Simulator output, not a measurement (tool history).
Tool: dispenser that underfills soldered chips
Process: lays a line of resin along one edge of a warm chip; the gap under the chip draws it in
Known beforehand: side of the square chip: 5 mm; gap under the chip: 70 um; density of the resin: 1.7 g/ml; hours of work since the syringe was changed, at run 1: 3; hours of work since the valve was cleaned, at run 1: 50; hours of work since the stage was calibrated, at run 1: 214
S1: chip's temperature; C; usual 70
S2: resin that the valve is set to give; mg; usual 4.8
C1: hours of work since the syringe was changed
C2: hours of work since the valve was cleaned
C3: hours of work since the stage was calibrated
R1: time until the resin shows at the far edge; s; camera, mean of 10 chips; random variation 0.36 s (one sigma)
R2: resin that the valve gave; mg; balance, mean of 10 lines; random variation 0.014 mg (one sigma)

run  hour  S1    S2  C1  C2   C3    R1    R2
  1     0  70   4.8   3  50  214  26.9  4.69
  2   6.1  70   4.8   8  54  219  39.9   4.7
      7.8  -- new syringe of resin
  3  14.3  70   4.8   5  60  225  30.1  4.72
     20.2  -- new syringe of resin
  4  20.5  70  5.38   0  64  229  19.5  5.23
  5    24  78   4.8   3  67  232  19.5  4.67
     30.7  -- dispensing valve cleaned and set on the balance
  6  31.1  70  4.84   7   0  236  36.8  4.83
     33.6  -- new syringe of resin
  7  38.2  70     6   3   5  241  25.8  5.95
     46.2  -- new syringe of resin
  8  46.9  70     6   0  11  247  19.6  5.97
  9  51.3  70     6   4  15  250    27  5.95
 10  56.8  70     6   8  19  255  38.5  5.96
     58.7  -- new syringe of resin
 11  62.4  70   4.8   3  23  258  24.7  4.76
 12  65.8  70   5.5   5  25  261  30.6  5.42
 13    70  70   5.5   8  28  264  40.3  5.43
     71.5  -- new syringe of resin
 14  77.6  70   5.5   4  34  269  28.5  5.41
 15  82.3  70   5.5   8  37  273  39.9  5.38
       84  -- new syringe of resin
 16  86.2  75   4.8   2  40  276  19.6  4.72
 17  93.2  75   4.8   7  45  281  30.7   4.7

Forecast run 18:
     96.8  -- new syringe of resin
 18  97.9  70  4.8   1  48  284   ?   ?

For run 18 the tool returned R1 21 s, R2 4.7 mg.
On a tool with no hidden condition, and with the same random variation, this run would have come out at R1 20.5 s, R2 4.81 mg.
